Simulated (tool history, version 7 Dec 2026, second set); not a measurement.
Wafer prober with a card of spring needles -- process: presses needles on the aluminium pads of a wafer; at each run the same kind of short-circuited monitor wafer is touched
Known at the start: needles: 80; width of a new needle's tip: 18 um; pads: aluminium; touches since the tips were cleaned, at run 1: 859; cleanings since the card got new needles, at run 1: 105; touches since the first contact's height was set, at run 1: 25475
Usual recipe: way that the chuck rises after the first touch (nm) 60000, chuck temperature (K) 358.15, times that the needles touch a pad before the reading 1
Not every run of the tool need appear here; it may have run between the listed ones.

| run | hour | way that the chuck rises after the first touch (nm) | chuck temperature (K) | times that the needles touch a pad before the reading | touches since the tips were cleaned | cleanings since the card got new needles | touches since the first contact's height was set | resistance of one needle with its contact and lead (mohm) | way that a needle slides on the pad (nm) |
|---|---|---|---|---|---|---|---|---|---|
| 1 | 0 | 60000 | 358.15 | 1 | 859 | 105 | 25475 | 195 | 16250 |
|  | 4 | tips cleaned on abrasive film |
|  | 9.3 | tips cleaned on abrasive film |
|  | 14.7 | tips cleaned on abrasive film |
|  | 21.3 | tips cleaned on abrasive film |
|  | 26.6 | tips cleaned on abrasive film |
|  | 33.3 | tips cleaned on abrasive film |
|  | 38.6 | tips cleaned on abrasive film |
| 2 | 42.9 | 60000 | 358.15 | 3 | 1865 | 112 | 43565 | 187 | 16110 |
|  | 44.3 | tips cleaned on abrasive film |
|  | 51 | tips cleaned on abrasive film |
|  | 56.3 | tips cleaned on abrasive film |
|  | 62.9 | tips cleaned on abrasive film |
|  | 69.6 | tips cleaned on abrasive film |
|  | 74.9 | tips cleaned on abrasive film |
|  | 80.2 | tips cleaned on abrasive film |
|  | 86.8 | tips cleaned on abrasive film |
| 3 | 87.6 | 60000 | 358.15 | 2 | 328 | 120 | 62355 | 174 | 15810 |
|  | 92.9 | tips cleaned on abrasive film |
|  | 98.3 | tips cleaned on abrasive film |
|  | 104.9 | tips cleaned on abrasive film |
|  | 110.2 | tips cleaned on abrasive film |
|  | 115.5 | tips cleaned on abrasive film |
|  | 122.2 | tips cleaned on abrasive film |
|  | 128.8 | tips cleaned on abrasive film |
| 4 | 129.2 | 60000 | 358.15 | 2 | 187 | 127 | 79885 | 174 | 15840 |
|  | 134.5 | tips cleaned on abrasive film |
|  | 141.2 | tips cleaned on abrasive film |
|  | 146.5 | tips cleaned on abrasive film |
|  | 151.8 | tips cleaned on abrasive film |
|  | 157.2 | tips cleaned on abrasive film |
| 5 | 161.4 | 60000 | 358.15 | 2 | 1810 | 132 | 93442 | 206 | 15740 |
|  | 162.8 | tips cleaned on abrasive film |
|  | 168.1 | tips cleaned on abrasive film |
|  | 173.4 | tips cleaned on abrasive film |
|  | 178.8 | tips cleaned on abrasive film |
|  | 185.4 | tips cleaned on abrasive film |
|  | 190.7 | tips cleaned on abrasive film |
|  | 196 | tips cleaned on abrasive film |
|  | 202.7 | tips cleaned on abrasive film |
|  | 209.3 | tips cleaned on abrasive film |
| 6 | 211.1 | 60000 | 358.15 | 1 | 782 | 141 | 114361 | 202 | 15290 |
|  | 215.1 | tips cleaned on abrasive film |
|  | 220.5 | tips cleaned on abrasive film |
|  | 220.8 | height of the first contact set anew |
|  | 226.1 | tips cleaned on abrasive film |
|  | 231.4 | tips cleaned on abrasive film |
|  | 238 | tips cleaned on abrasive film |
|  | 243.4 | tips cleaned on abrasive film |
|  | 248.7 | tips cleaned on abrasive film |
|  | 255.3 | tips cleaned on abrasive film |
| 7 | 259.2 | 60000 | 358.15 | 1 | 1668 | 149 | 16214 | 227 | 16140 |
|  | 261.9 | tips cleaned on abrasive film |
|  | 268.6 | tips cleaned on abrasive film |
|  | 273.9 | tips cleaned on abrasive film |
|  | 280.5 | tips cleaned on abrasive film |
|  | 285.8 | tips cleaned on abrasive film |
|  | 291.2 | tips cleaned on abrasive film |
|  | 296.5 | tips cleaned on abrasive film |
|  | 303.1 | tips cleaned on abrasive film |
|  | 308.4 | tips cleaned on abrasive film |
|  | 313.8 | tips cleaned on abrasive film |
| 8 | 317.3 | 48000 | 358.15 | 1 | 1505 | 159 | 40657 | 256 | 12730 |
|  | 320 | tips cleaned on abrasive film |
|  | 325.3 | tips cleaned on abrasive film |
|  | 330.6 | tips cleaned on abrasive film |
|  | 336 | tips cleaned on abrasive film |
|  | 341.3 | tips cleaned on abrasive film |
|  | 346.6 | tips cleaned on abrasive film |
|  | 353.2 | tips cleaned on abrasive film |
| 9 | 354.3 | 48000 | 316.15 | 1 | 437 | 166 | 56199 | 212 | 12440 |
|  | 359.6 | tips cleaned on abrasive film |
|  | 364.9 | tips cleaned on abrasive film |
|  | 371.5 | tips cleaned on abrasive film |
|  | 376.9 | tips cleaned on abrasive film |
|  | 383.5 | tips cleaned on abrasive film |
|  | 388.8 | tips cleaned on abrasive film |
|  | 395.5 | tips cleaned on abrasive film |
|  | 400.8 | tips cleaned on abrasive film |
|  | 412.8 | card fitted with new needles |
|  | 418.1 | tips cleaned on abrasive film |
|  | 424.7 | tips cleaned on abrasive film |
|  | 430.1 | tips cleaned on abrasive film |
|  | 436.2 | tips cleaned on abrasive film |
| 10 | 436.2 | 48000 | 316.15 | 1 | 0 | 4 | 9851 | 161 | 13120 |
|  | 441.5 | tips cleaned on abrasive film |
|  | 448.1 | tips cleaned on abrasive film |
|  | 453.5 | tips cleaned on abrasive film |
|  | 458.8 | tips cleaned on abrasive film |
|  | 464.1 | tips cleaned on abrasive film |
| 11 | 469 | 60000 | 395.15 | 1 | 2077 | 9 | 23676 | 208 | 16050 |
|  | 470.4 | tips cleaned on abrasive film |
|  | 475.7 | tips cleaned on abrasive film |
|  | 481 | tips cleaned on abrasive film |
|  | 486.3 | tips cleaned on abrasive film |
|  | 493 | tips cleaned on abrasive film |
|  | 498.3 | tips cleaned on abrasive film |
|  | 504.9 | tips cleaned on abrasive film |
|  | 511.6 | tips cleaned on abrasive film |
|  | 518.2 | tips cleaned on abrasive film |
|  | 523.5 | tips cleaned on abrasive film |
| 12 | 527.2 | 53000 | 358.15 | 3 | 1569 | 19 | 48183 | 183 | 14150 |
|  | 529.9 | tips cleaned on abrasive film |
|  | 535.2 | tips cleaned on abrasive film |
|  | 540.5 | tips cleaned on abrasive film |
|  | 545.9 | tips cleaned on abrasive film |
|  | 552.5 | tips cleaned on abrasive film |
|  | 559.1 | tips cleaned on abrasive film |
|  | 565.8 | tips cleaned on abrasive film |
|  | 572.4 | tips cleaned on abrasive film |
|  | 577.7 | tips cleaned on abrasive film |
|  | 584.3 | tips cleaned on abrasive film |
|  | 591 | tips cleaned on abrasive film |
|  | 597.6 | tips cleaned on abrasive film |
| 13 | 600.6 | 50000 | 319.15 | 1 | 1266 | 31 | 79100 | 212 | 12850 |
|  | 603.3 | tips cleaned on abrasive film |
|  | 609.9 | tips cleaned on abrasive film |
|  | 615.2 | tips cleaned on abrasive film |
|  | 620.5 | tips cleaned on abrasive film |
|  | 627.2 | tips cleaned on abrasive film |
| 14 | 632 | 60000 | 299.15 | 2 | 2055 | 36 | 92343 | 184 | 15620 |
|  | 633.4 | tips cleaned on abrasive film |
|  | 638.7 | tips cleaned on abrasive film |
|  | 644 | tips cleaned on abrasive film |
|  | 649.4 | tips cleaned on abrasive film |
|  | 654.7 | tips cleaned on abrasive film |
|  | 660 | tips cleaned on abrasive film |
|  | 666.6 | tips cleaned on abrasive film |
|  | 673.3 | tips cleaned on abrasive film |
|  | 679.9 | tips cleaned on abrasive film |
|  | 685.2 | tips cleaned on abrasive film |
|  | 690.5 | tips cleaned on abrasive film |
|  | 693.5 | height of the first contact set anew |
|  | 697.5 | tips cleaned on abrasive film |
|  | 704.1 | tips cleaned on abrasive film |
| 15 | 704.6 | 60000 | 299.15 | 2 | 207 | 49 | 4683 | 157 | 16490 |
|  | 709.9 | tips cleaned on abrasive film |
|  | 716.5 | tips cleaned on abrasive film |
|  | 723.2 | tips cleaned on abrasive film |
|  | 729.8 | tips cleaned on abrasive film |
|  | 735.1 | tips cleaned on abrasive film |
|  | 740.5 | tips cleaned on abrasive film |
|  | 747.1 | tips cleaned on abrasive film |
|  | 753.7 | tips cleaned on abrasive film |
|  | 760.3 | tips cleaned on abrasive film |
|  | 765.7 | tips cleaned on abrasive film |
|  | 771 | tips cleaned on abrasive film |
| 16 | 773.5 | 47000 | 385.15 | 2 | 1082 | 60 | 33739 | 198 | 12620 |
|  | 777.5 | tips cleaned on abrasive film |
|  | 782.9 | tips cleaned on abrasive film |
|  | 789.5 | tips cleaned on abrasive film |
|  | 794.8 | tips cleaned on abrasive film |
|  | 801.4 | tips cleaned on abrasive film |
|  | 808.1 | tips cleaned on abrasive film |
|  | 814.7 | tips cleaned on abrasive film |
|  | 820 | tips cleaned on abrasive film |
|  | 825.4 | tips cleaned on abrasive film |
|  | 832 | tips cleaned on abrasive film |
|  | 837.3 | tips cleaned on abrasive film |
| 17 | 837.3 | 79000 | 299.15 | 1 | 0 | 71 | 60603 | 149 | 20830 |

Selected run-to-run steps in resistance of one needle with its contact and lead (mohm), each split into two signed amounts: the part the tool would show with no hidden state at all (from settings, incoming material and random variation), and the remainder, which goes to the hidden state together with any gauge scatter not common to the measured and the hidden-state-free results:
Hidden conditions of the tool in this case: debris on the tips, nm; way that the needles fall short of the set height, um; tips' diameter, um; drift of the gauge itself on contact_mohm, %; drift of the gauge itself on scrub_um, %.
Run 9 -> 10: tips cleaned on abrasive film, tips cleaned on abrasive film, tips cleaned on abrasive film, tips cleaned on abrasive film, tips cleaned on abrasive film, tips cleaned on abrasive film, tips cleaned on abrasive film, tips cleaned on abrasive film, card fitted with new needles, tips cleaned on abrasive film, tips cleaned on abrasive film, tips cleaned on abrasive film, tips cleaned on abrasive film. resistance of one needle with its contact and lead (mohm) -51: hidden state -44, all else -7.

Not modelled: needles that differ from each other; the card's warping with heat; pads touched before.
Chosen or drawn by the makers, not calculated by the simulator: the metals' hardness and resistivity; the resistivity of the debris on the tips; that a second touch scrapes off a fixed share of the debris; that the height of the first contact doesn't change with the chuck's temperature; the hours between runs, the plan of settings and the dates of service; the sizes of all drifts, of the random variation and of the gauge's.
